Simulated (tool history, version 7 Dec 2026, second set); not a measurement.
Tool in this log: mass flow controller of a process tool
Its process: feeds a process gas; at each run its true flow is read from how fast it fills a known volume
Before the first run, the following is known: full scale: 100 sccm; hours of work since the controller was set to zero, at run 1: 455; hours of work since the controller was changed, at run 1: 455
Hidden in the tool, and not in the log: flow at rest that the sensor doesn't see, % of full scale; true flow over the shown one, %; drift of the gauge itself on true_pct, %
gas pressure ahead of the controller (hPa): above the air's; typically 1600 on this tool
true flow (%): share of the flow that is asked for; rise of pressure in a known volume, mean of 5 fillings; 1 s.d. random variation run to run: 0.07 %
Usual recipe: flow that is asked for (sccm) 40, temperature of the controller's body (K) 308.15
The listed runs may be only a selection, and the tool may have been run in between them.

run	day	flow that is asked for (sccm)	gas pressure ahead of the controller (hPa)	temperature of the controller's body (K)	hours of work since the controller was set to zero	hours of work since the controller was changed	true flow (%)
1	0.000	40	1600	308.15	455	455	98.65
2	2.233	40	1600	308.15	478	478	98.66
3	5.988	40	1600	308.15	516	516	98.71
4	9.550	40	1600	294.15	553	553	97.49
5	12.479	40	1600	294.15	583	583	97.48
6	16.442	40	1600	294.15	624	624	97.39
7	18.304	40	1600	294.15	643	643	97.44
8	21.717	40	1600	312.15	678	678	99.08
9	25.033	40	1600	308.15	713	713	98.72
10	28.412	40	1600	308.15	747	747	98.69
11	31.996	49	1600	308.15	784	784	98.94
12	34.621	49	1600	308.15	811	811	98.94
13	36.512	40	1600	312.15	831	831	98.88
14	38.504	40	1600	308.15	851	851	98.57
15	42.392	40	1600	308.15	891	891	98.59
16	46.029	40	1600	308.15	929	929	98.62
17	48.079	40	1600	308.15	950	950	98.60
18	51.204	40	1600	308.15	982	982	98.66
19	55.021	40	1600	308.15	1022	1022	98.55
20	57.654	40	1600	308.15	1049	1049	98.36
21	61.204	40	1600	308.15	1085	1085	98.52
22	65.154	40	1600	308.15	1126	1126	98.51
23	68.729	40	1600	308.15	1163	1163	98.52
24	70.612	40	1600	308.15	1182	1182	98.45
25	73.054	40	1600	308.15	1207	1207	98.55
26	75.588	40	1600	308.15	1233	1233	98.52
27	78.658	11	2010	308.15	1265	1265	97.00
28	80.662	40	2580	293.15	1286	1286	97.33
29	82.967	14	1600	294.15	1309	1309	96.05
30	85.921	14	1600	294.15	1340	1340	96.08
31	88.554	40	2180	306.15	1367	1367	98.48
32	90.629	18	2760	295.15	1388	1388	96.57
33	93.721	13	2250	302.15	1420	1420	96.78
34	95.788	13	2250	302.15	1441	1441	96.72
35	98.542	80	1600	300.15	1470	1470	99.06
36	102.288	80	1600	311.15	1508	1508	99.90
37	105.771	54	1600	308.15	1544	1544	98.85
38	107.404	82	1720	301.15	1561	1561	99.32
39	109.321	16	1620	301.15	1581	1581	96.72
40	111.304	16	1620	301.15	1601	1601	96.76
41	113.550	16	1620	301.15	1624	1624	96.71
42	116.712	23	1620	304.15	1657	1657	97.38
43	119.079	52	2490	301.15	1681	1681	98.45
44	120.975	22	1900	308.15	1701	1701	97.68
45	123.275	22	1900	308.15	1725	1725	97.64
46	125.642	22	1900	308.15	1749	1749	97.70
47	128.529	21	1600	308.15	1779	1779	97.57
48	131.417	66	1610	303.15	1808	1808	98.82

What if the next run were any one of these 4? Each begins from the tool's condition after run 48:
A	134.275	11	1470	302.15	1838	1838	?
B	134.275	81	1810	303.15	1838	1838	?
C	134.275	90	1720	294.15	1838	1838	?
D	134.275	66	1510	303.15	1838	1838	?

run	true flow (%)
A	96.05
B	99.40
C	98.86
D	98.89
Without the tool's hidden state the same runs would have given:
run	true flow (%)
A	97.47
B	99.86
C	99.30
D	99.38
